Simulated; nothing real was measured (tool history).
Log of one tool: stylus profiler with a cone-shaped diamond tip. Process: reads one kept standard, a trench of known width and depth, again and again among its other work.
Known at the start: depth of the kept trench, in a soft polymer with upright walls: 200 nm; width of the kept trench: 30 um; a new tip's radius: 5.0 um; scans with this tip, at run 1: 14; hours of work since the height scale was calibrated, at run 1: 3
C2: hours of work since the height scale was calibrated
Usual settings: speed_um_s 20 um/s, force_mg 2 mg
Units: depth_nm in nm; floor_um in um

run 1 hour=0 | speed_um_s=20 force_mg=2 | scans_with_this_tip=14 C2=3 | depth_nm=201.98 floor_um=27.13
run 2 hour=24.9 | speed_um_s=20 force_mg=1.47 | scans_with_this_tip=91 C2=21 | depth_nm=201.62 floor_um=27.1
run 3 hour=52.5 | speed_um_s=20 force_mg=1.47 | scans_with_this_tip=177 C2=41 | depth_nm=201.64 floor_um=27.18
run 4 hour=74.3 | speed_um_s=20 force_mg=1.47 | scans_with_this_tip=245 C2=57 | depth_nm=201.65 floor_um=27.06
run 5 hour=95 | speed_um_s=20 force_mg=1.47 | scans_with_this_tip=309 C2=72 | depth_nm=201.66 floor_um=27.11
run 6 hour=113.5 | speed_um_s=20 force_mg=1.47 | scans_with_this_tip=367 C2=85 | depth_nm=201.61 floor_um=27.13
-- hour=116.7 height scale calibrated on a step standard
run 7 hour=132 | speed_um_s=12 force_mg=1.47 | scans_with_this_tip=423 C2=11 | depth_nm=201.64 floor_um=27.12
run 8 hour=154.3 | speed_um_s=57 force_mg=5.44 | scans_with_this_tip=492 C2=27 | depth_nm=203.81 floor_um=27.01
run 9 hour=186.6 | speed_um_s=57 force_mg=5.44 | scans_with_this_tip=592 C2=50 | depth_nm=203.83 floor_um=27.03
run 10 hour=221.3 | speed_um_s=57 force_mg=5.44 | scans_with_this_tip=700 C2=75 | depth_nm=203.82 floor_um=27.05
run 11 hour=237.2 | speed_um_s=17 force_mg=4.64 | scans_with_this_tip=749 C2=87 | depth_nm=203.44 floor_um=27.09
run 12 hour=271 | speed_um_s=7 force_mg=2.4 | scans_with_this_tip=854 C2=111 | depth_nm=202.24 floor_um=27.08
-- hour=303.1 height scale calibrated on a step standard, once more
run 13 hour=304 | speed_um_s=7 force_mg=2.4 | scans_with_this_tip=956 C2=1 | depth_nm=202.06 floor_um=27.12

5 ways to go on from here, each from the tool as it stands after run 13. What would each give?
run A hour=319 | speed_um_s=76 force_mg=1.24 | scans_with_this_tip=1002 C2=11 | depth_nm=? floor_um=?
run B hour=319 | speed_um_s=12 force_mg=1.82 | scans_with_this_tip=1002 C2=11 | depth_nm=? floor_um=?
run C hour=319 | speed_um_s=20 force_mg=1.7 | scans_with_this_tip=1002 C2=11 | depth_nm=? floor_um=?
run D hour=319 | speed_um_s=21 force_mg=3.92 | scans_with_this_tip=1002 C2=11 | depth_nm=? floor_um=?
run E hour=319 | speed_um_s=75 force_mg=1.69 | scans_with_this_tip=1002 C2=11 | depth_nm=? floor_um=?

run=A depth_nm=201.29 floor_um=26.73
run=B depth_nm=201.67 floor_um=27.07
run=C depth_nm=201.6 floor_um=27.07
run=D depth_nm=202.84 floor_um=27.05
run=E depth_nm=201.59 floor_um=26.8
Without the tool's hidden state the same runs would have given:
run=A depth_nm=201.39 floor_um=26.8
run=B depth_nm=201.77 floor_um=27.13
run=C depth_nm=201.7 floor_um=27.14
run=D depth_nm=202.94 floor_um=27.12
run=E depth_nm=201.69 floor_um=26.86
